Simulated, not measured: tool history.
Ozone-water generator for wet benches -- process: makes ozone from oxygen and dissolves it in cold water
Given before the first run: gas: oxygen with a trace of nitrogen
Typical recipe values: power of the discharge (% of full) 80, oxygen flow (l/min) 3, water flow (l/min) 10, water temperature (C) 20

run   hour  power of the discharge (% of full)  oxygen flow (l/min)  water flow (l/min)  water temperature (C)  dissolved ozone (ppm)  ozone in the gas ahead of the water (g/m3)
  1      0                                  80                    3                  10                     20                   25.8                                       202.2
  2   65.3                                  80                    3                  10                     20                   25.8                                         202
  3    192                                  80                    3                  10                     20                   25.9                                       206.2
  4  325.8                                  80                    3                  10                     20                   25.8                                       205.8
  5  423.5                                  80                    3                  10                     20                   25.8                                       203.4
  6  503.8                                  43                 2.27                  12                     20                   16.7                                       177.7
  7  605.8                                  66                 5.02                  11                     22                   18.9                                       131.9
  8  724.9                                  80                    2                   8                     12                   35.4                                       269.5
  9  847.3                                  47                    2                   8                     12                   26.6                                       203.5
 10  922.1                                  71                  1.8                   8                     26                   27.7                                       272.7

Consider 4 possible next runs. They are alternatives, not a sequence: every one starts from the tool as it was left by run 10. What does each give?
  A  1040.8                                  75                 4.27                  10                     20                      ?                                           ?
  B  1040.8                                  71                  1.8                  15                     19                      ?                                           ?
  C  1040.8                                  71                  1.8                   8                     22                      ?                                           ?
  D  1040.8                                  63                    5                  10                     20                      ?                                           ?

run  dissolved ozone (ppm)  ozone in the gas ahead of the water (g/m3)
  A                   23.3                                       158.6
  B                   18.4                                       272.7
  C                   29.1                                       272.8
  D                   20.3                                       128.6
The same runs, with their run-to-run variation unchanged, on a tool lacking any hidden condition would have given:
run  dissolved ozone (ppm)  ozone in the gas ahead of the water (g/m3)
  A                   23.3                                       155.5
  B                   18.4                                       267.2
  C                   29.2                                       267.4
  D                   20.3                                         126
